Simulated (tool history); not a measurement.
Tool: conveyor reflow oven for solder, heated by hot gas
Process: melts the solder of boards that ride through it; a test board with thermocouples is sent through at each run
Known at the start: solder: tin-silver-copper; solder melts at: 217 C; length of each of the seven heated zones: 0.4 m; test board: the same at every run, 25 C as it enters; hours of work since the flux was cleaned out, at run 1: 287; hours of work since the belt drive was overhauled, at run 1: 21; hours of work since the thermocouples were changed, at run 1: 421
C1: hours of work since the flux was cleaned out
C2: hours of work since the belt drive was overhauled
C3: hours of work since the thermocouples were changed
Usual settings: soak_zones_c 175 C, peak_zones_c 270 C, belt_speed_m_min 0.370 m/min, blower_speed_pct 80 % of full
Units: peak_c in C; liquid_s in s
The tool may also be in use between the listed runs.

run 1 hour=0.0 | soak_zones_c=175 peak_zones_c=270 belt_speed_m_min=0.370 blower_speed_pct=80 | C1=287 C2=21 C3=421 | peak_c=257.2 liquid_s=103.9
run 2 hour=14.8 | soak_zones_c=175 peak_zones_c=262 belt_speed_m_min=0.370 blower_speed_pct=80 | C1=295 C2=28 C3=428 | peak_c=249.4 liquid_s=96.6
run 3 hour=24.1 | soak_zones_c=175 peak_zones_c=270 belt_speed_m_min=0.370 blower_speed_pct=79 | C1=300 C2=33 C3=433 | peak_c=256.8 liquid_s=103.6
run 4 hour=34.9 | soak_zones_c=175 peak_zones_c=265 belt_speed_m_min=0.370 blower_speed_pct=79 | C1=305 C2=39 C3=439 | peak_c=252.3 liquid_s=99.2
run 5 hour=42.9 | soak_zones_c=175 peak_zones_c=270 belt_speed_m_min=0.370 blower_speed_pct=80 | C1=310 C2=43 C3=443 | peak_c=257.1 liquid_s=103.5
run 6 hour=58.8 | soak_zones_c=173 peak_zones_c=277 belt_speed_m_min=0.434 blower_speed_pct=80 | C1=318 C2=51 C3=451 | peak_c=257.9 liquid_s=86.5
run 7 hour=68.5 | soak_zones_c=173 peak_zones_c=284 belt_speed_m_min=0.380 blower_speed_pct=80 | C1=323 C2=56 C3=456 | peak_c=268.2 liquid_s=109.5
run 8 hour=81.9 | soak_zones_c=173 peak_zones_c=279 belt_speed_m_min=0.430 blower_speed_pct=59 | C1=330 C2=63 C3=463 | peak_c=251.8 liquid_s=79.1
run 9 hour=94.0 | soak_zones_c=188 peak_zones_c=265 belt_speed_m_min=0.358 blower_speed_pct=69 | C1=336 C2=70 C3=470 | peak_c=252.7 liquid_s=111.3
run 10 hour=102.6 | soak_zones_c=175 peak_zones_c=270 belt_speed_m_min=0.370 blower_speed_pct=66 | C1=341 C2=74 C3=474 | peak_c=253.4 liquid_s=98.4

Forecast each of these 3 alternatives for the next run:
run A hour=112.2 | soak_zones_c=182 peak_zones_c=272 belt_speed_m_min=0.428 blower_speed_pct=80 | C1=346 C2=79 C3=479 | peak_c=? liquid_s=?
run B hour=112.2 | soak_zones_c=184 peak_zones_c=279 belt_speed_m_min=0.370 blower_speed_pct=66 | C1=346 C2=79 C3=479 | peak_c=? liquid_s=?
run C hour=112.2 | soak_zones_c=176 peak_zones_c=284 belt_speed_m_min=0.340 blower_speed_pct=66 | C1=346 C2=79 C3=479 | peak_c=? liquid_s=?

run=A peak_c=255.0 liquid_s=90.4
run=B peak_c=262.7 liquid_s=113.5
run=C peak_c=267.7 liquid_s=123.9
Without the tool's hidden state the same runs would have given:
run=A peak_c=258.1 liquid_s=93.9
run=B peak_c=265.4 liquid_s=116.1
run=C peak_c=270.4 liquid_s=126.4

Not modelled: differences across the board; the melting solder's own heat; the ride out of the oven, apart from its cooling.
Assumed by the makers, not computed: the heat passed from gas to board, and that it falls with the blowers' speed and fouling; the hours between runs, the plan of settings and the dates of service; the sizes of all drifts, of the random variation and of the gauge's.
